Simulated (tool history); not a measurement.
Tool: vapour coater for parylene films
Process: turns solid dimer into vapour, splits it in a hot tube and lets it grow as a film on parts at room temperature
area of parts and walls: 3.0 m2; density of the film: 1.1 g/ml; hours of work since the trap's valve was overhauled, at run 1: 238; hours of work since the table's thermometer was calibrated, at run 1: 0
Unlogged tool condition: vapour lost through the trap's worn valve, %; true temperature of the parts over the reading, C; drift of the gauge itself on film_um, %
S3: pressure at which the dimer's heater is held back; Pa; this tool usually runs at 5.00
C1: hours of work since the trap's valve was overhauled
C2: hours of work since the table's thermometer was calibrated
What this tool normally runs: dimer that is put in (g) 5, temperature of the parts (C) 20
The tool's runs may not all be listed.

run 1 day=0.000 | dimer_that_is_put_in_(g)=5 temperature_of_the_parts_(C)=20 S3=5.00 | C1=238 C2=0 | thickness_of_the_film_(nm)=990
run 2 day=3.458 | dimer_that_is_put_in_(g)=5 temperature_of_the_parts_(C)=20 S3=5.00 | C1=277 C2=38 | thickness_of_the_film_(nm)=980
run 3 day=6.350 | dimer_that_is_put_in_(g)=5 temperature_of_the_parts_(C)=20 S3=5.00 | C1=309 C2=70 | thickness_of_the_film_(nm)=970
run 4 day=9.992 | dimer_that_is_put_in_(g)=5 temperature_of_the_parts_(C)=20 S3=5.00 | C1=349 C2=110 | thickness_of_the_film_(nm)=950
run 5 day=13.025 | dimer_that_is_put_in_(g)=5 temperature_of_the_parts_(C)=20 S3=5.00 | C1=382 C2=144 | thickness_of_the_film_(nm)=940
-- day=14.650 trap's valve overhauled
run 6 day=15.675 | dimer_that_is_put_in_(g)=5 temperature_of_the_parts_(C)=13 S3=5.00 | C1=11 C2=171 | thickness_of_the_film_(nm)=1100
run 7 day=18.933 | dimer_that_is_put_in_(g)=5 temperature_of_the_parts_(C)=20 S3=5.00 | C1=47 C2=207 | thickness_of_the_film_(nm)=830
-- day=20.446 trap's valve overhauled, once more
run 8 day=22.688 | dimer_that_is_put_in_(g)=5 temperature_of_the_parts_(C)=20 S3=5.00 | C1=25 C2=247 | thickness_of_the_film_(nm)=1040
run 9 day=25.129 | dimer_that_is_put_in_(g)=5 temperature_of_the_parts_(C)=20 S3=5.00 | C1=52 C2=274 | thickness_of_the_film_(nm)=1030
run 10 day=27.454 | dimer_that_is_put_in_(g)=5 temperature_of_the_parts_(C)=20 S3=5.00 | C1=77 C2=300 | thickness_of_the_film_(nm)=1040
run 11 day=30.996 | dimer_that_is_put_in_(g)=5 temperature_of_the_parts_(C)=20 S3=5.00 | C1=117 C2=339 | thickness_of_the_film_(nm)=1020
run 12 day=32.983 | dimer_that_is_put_in_(g)=5 temperature_of_the_parts_(C)=20 S3=2.12 | C1=138 C2=361 | thickness_of_the_film_(nm)=1120
run 13 day=35.204 | dimer_that_is_put_in_(g)=5 temperature_of_the_parts_(C)=20 S3=2.12 | C1=163 C2=385 | thickness_of_the_film_(nm)=1100
run 14 day=36.796 | dimer_that_is_put_in_(g)=6 temperature_of_the_parts_(C)=20 S3=2.12 | C1=181 C2=403 | thickness_of_the_film_(nm)=1290
run 15 day=39.592 | dimer_that_is_put_in_(g)=5 temperature_of_the_parts_(C)=20 S3=4.02 | C1=211 C2=434 | thickness_of_the_film_(nm)=1000
run 16 day=41.867 | dimer_that_is_put_in_(g)=5 temperature_of_the_parts_(C)=20 S3=5.00 | C1=237 C2=459 | thickness_of_the_film_(nm)=970
run 17 day=45.017 | dimer_that_is_put_in_(g)=5 temperature_of_the_parts_(C)=20 S3=5.00 | C1=271 C2=493 | thickness_of_the_film_(nm)=960
run 18 day=47.908 | dimer_that_is_put_in_(g)=5 temperature_of_the_parts_(C)=20 S3=5.00 | C1=303 C2=525 | thickness_of_the_film_(nm)=940
run 19 day=49.475 | dimer_that_is_put_in_(g)=5 temperature_of_the_parts_(C)=20 S3=5.00 | C1=321 C2=543 | thickness_of_the_film_(nm)=960
run 20 day=51.079 | dimer_that_is_put_in_(g)=5 temperature_of_the_parts_(C)=20 S3=5.00 | C1=338 C2=560 | thickness_of_the_film_(nm)=940
run 21 day=53.654 | dimer_that_is_put_in_(g)=5 temperature_of_the_parts_(C)=20 S3=5.00 | C1=367 C2=589 | thickness_of_the_film_(nm)=920
run 22 day=56.196 | dimer_that_is_put_in_(g)=5 temperature_of_the_parts_(C)=20 S3=5.00 | C1=395 C2=617 | thickness_of_the_film_(nm)=900
-- day=56.533 trap's valve overhauled
run 23 day=59.746 | dimer_that_is_put_in_(g)=3 temperature_of_the_parts_(C)=20 S3=5.00 | C1=35 C2=654 | thickness_of_the_film_(nm)=620
run 24 day=61.921 | dimer_that_is_put_in_(g)=3 temperature_of_the_parts_(C)=20 S3=5.00 | C1=59 C2=678 | thickness_of_the_film_(nm)=640
run 25 day=64.242 | dimer_that_is_put_in_(g)=3 temperature_of_the_parts_(C)=16 S3=5.00 | C1=85 C2=704 | thickness_of_the_film_(nm)=720
run 26 day=66.754 | dimer_that_is_put_in_(g)=5 temperature_of_the_parts_(C)=20 S3=7.43 | C1=113 C2=732 | thickness_of_the_film_(nm)=960
run 27 day=70.008 | dimer_that_is_put_in_(g)=5 temperature_of_the_parts_(C)=20 S3=7.43 | C1=149 C2=768 | thickness_of_the_film_(nm)=980
run 28 day=72.117 | dimer_that_is_put_in_(g)=5 temperature_of_the_parts_(C)=23 S3=7.43 | C1=172 C2=791 | thickness_of_the_film_(nm)=860
run 29 day=75.408 | dimer_that_is_put_in_(g)=2 temperature_of_the_parts_(C)=23 S3=7.43 | C1=208 C2=827 | thickness_of_the_film_(nm)=310
run 30 day=77.008 | dimer_that_is_put_in_(g)=5 temperature_of_the_parts_(C)=30 S3=2.96 | C1=226 C2=845 | thickness_of_the_film_(nm)=700
run 31 day=79.558 | dimer_that_is_put_in_(g)=2 temperature_of_the_parts_(C)=13 S3=10.18 | C1=254 C2=873 | thickness_of_the_film_(nm)=490
run 32 day=81.258 | dimer_that_is_put_in_(g)=5 temperature_of_the_parts_(C)=20 S3=4.89 | C1=273 C2=892 | thickness_of_the_film_(nm)=940
run 33 day=84.242 | dimer_that_is_put_in_(g)=5 temperature_of_the_parts_(C)=20 S3=7.89 | C1=306 C2=925 | thickness_of_the_film_(nm)=910
run 34 day=86.850 | dimer_that_is_put_in_(g)=5 temperature_of_the_parts_(C)=20 S3=2.17 | C1=335 C2=954 | thickness_of_the_film_(nm)=1000
run 35 day=88.421 | dimer_that_is_put_in_(g)=5 temperature_of_the_parts_(C)=32 S3=11.42 | C1=352 C2=971 | thickness_of_the_film_(nm)=570
run 36 day=91.646 | dimer_that_is_put_in_(g)=4 temperature_of_the_parts_(C)=27 S3=11.42 | C1=388 C2=1007 | thickness_of_the_film_(nm)=510
-- day=92.675 trap's valve overhauled
run 37 day=95.092 | dimer_that_is_put_in_(g)=4 temperature_of_the_parts_(C)=27 S3=11.42 | C1=27 C2=1043 | thickness_of_the_film_(nm)=560
run 38 day=97.888 | dimer_that_is_put_in_(g)=5 temperature_of_the_parts_(C)=22 S3=5.00 | C1=58 C2=1074 | thickness_of_the_film_(nm)=960
run 39 day=99.479 | dimer_that_is_put_in_(g)=3 temperature_of_the_parts_(C)=16 S3=4.45 | C1=75 C2=1091 | thickness_of_the_film_(nm)=730
run 40 day=102.912 | dimer_that_is_put_in_(g)=3 temperature_of_the_parts_(C)=16 S3=4.45 | C1=113 C2=1129 | thickness_of_the_film_(nm)=690
run 41 day=105.992 | dimer_that_is_put_in_(g)=3 temperature_of_the_parts_(C)=17 S3=10.92 | C1=147 C2=1163 | thickness_of_the_film_(nm)=630
run 42 day=107.967 | dimer_that_is_put_in_(g)=2 temperature_of_the_parts_(C)=25 S3=2.77 | C1=169 C2=1185 | thickness_of_the_film_(nm)=330
run 43 day=110.925 | dimer_that_is_put_in_(g)=2 temperature_of_the_parts_(C)=27 S3=2.76 | C1=202 C2=1218 | thickness_of_the_film_(nm)=310
run 44 day=113.525 | dimer_that_is_put_in_(g)=2 temperature_of_the_parts_(C)=27 S3=9.16 | C1=230 C2=1246 | thickness_of_the_film_(nm)=270
run 45 day=115.908 | dimer_that_is_put_in_(g)=3 temperature_of_the_parts_(C)=20 S3=5.00 | C1=257 C2=1273 | thickness_of_the_film_(nm)=570

Forecast each of these 4 alternatives for the next run:
run A day=118.200 | dimer_that_is_put_in_(g)=2 temperature_of_the_parts_(C)=20 S3=10.59 | C1=282 C2=1298 | thickness_of_the_film_(nm)=?
run B day=118.200 | dimer_that_is_put_in_(g)=9 temperature_of_the_parts_(C)=20 S3=5.00 | C1=282 C2=1298 | thickness_of_the_film_(nm)=?
run C day=118.200 | dimer_that_is_put_in_(g)=2 temperature_of_the_parts_(C)=27 S3=2.09 | C1=282 C2=1298 | thickness_of_the_film_(nm)=?
run D day=118.200 | dimer_that_is_put_in_(g)=5 temperature_of_the_parts_(C)=20 S3=5.00 | C1=282 C2=1298 | thickness_of_the_film_(nm)=?

run=A thickness_of_the_film_(nm)=340
run=B thickness_of_the_film_(nm)=1690
run=C thickness_of_the_film_(nm)=300
run=D thickness_of_the_film_(nm)=940
What these runs would have given with no unlogged condition in the tool:
run=A thickness_of_the_film_(nm)=390
run=B thickness_of_the_film_(nm)=1920
run=C thickness_of_the_film_(nm)=340
run=D thickness_of_the_film_(nm)=1060

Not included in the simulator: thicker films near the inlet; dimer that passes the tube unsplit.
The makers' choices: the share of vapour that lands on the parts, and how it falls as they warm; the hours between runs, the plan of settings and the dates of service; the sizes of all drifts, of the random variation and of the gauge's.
